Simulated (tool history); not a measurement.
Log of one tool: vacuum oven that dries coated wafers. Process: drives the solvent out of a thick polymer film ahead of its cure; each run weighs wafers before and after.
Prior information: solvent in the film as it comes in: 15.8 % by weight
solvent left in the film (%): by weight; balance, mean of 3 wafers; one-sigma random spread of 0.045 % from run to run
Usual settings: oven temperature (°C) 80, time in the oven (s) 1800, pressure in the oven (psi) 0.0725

run   hour  oven temperature (°C)  time in the oven (s)  pressure in the oven (psi)  solvent left in the film (%)
  1      0                     80                  1800                      0.0725                          2.85
  2   27.4                     80                  2940                      0.0725                          1.17
  3   67.9                     84                  1800                      0.0725                          1.73
  4   86.9                     84                  1800                      0.0725                          1.71
  5  112.3                     84                  1800                      0.0725                          1.67
  6  144.1                     84                  1800                      0.0725                          1.88
  7  171.4                     91                  1800                      0.0725                          0.59
  8  195.7                     69                  1800                      0.0725                          6.82
  9  238.4                     79                  1800                      0.0376                          3.17
 10  270.3                     83                  1020                      0.0579                           4.4
 11  306.7                     66                  2040                      0.1736                          7.71
 12  324.6                     78                  1800                      0.0725                          3.56
 13  359.4                     67                  1020                      0.1095                           9.7
 14  387.4                     71                   960                      0.1095                          8.89
 15  416.9                     87                   960                      0.0598                          3.39

Each row is a separate what-if for the run after 15, all from the same tool condition, not one after another. Results?
  A  454.5                     87                  1140                       0.238                             ?
  B  454.5                     69                  2040                      0.0598                             ?
  C  454.5                     69                   960                      0.1236                             ?
  D  454.5                     66                   900                      0.0598                             ?
  E  454.5                     89                   960                      0.0725                             ?

run  solvent left in the film (%)
  A                          3.02
  B                          6.32
  C                          9.29
  D                         10.19
  E                          2.79
What these runs would have given with no unlogged condition in the tool:
run  solvent left in the film (%)
  A                          2.86
  B                          6.11
  C                          9.14
  D                         10.06
  E                          2.63
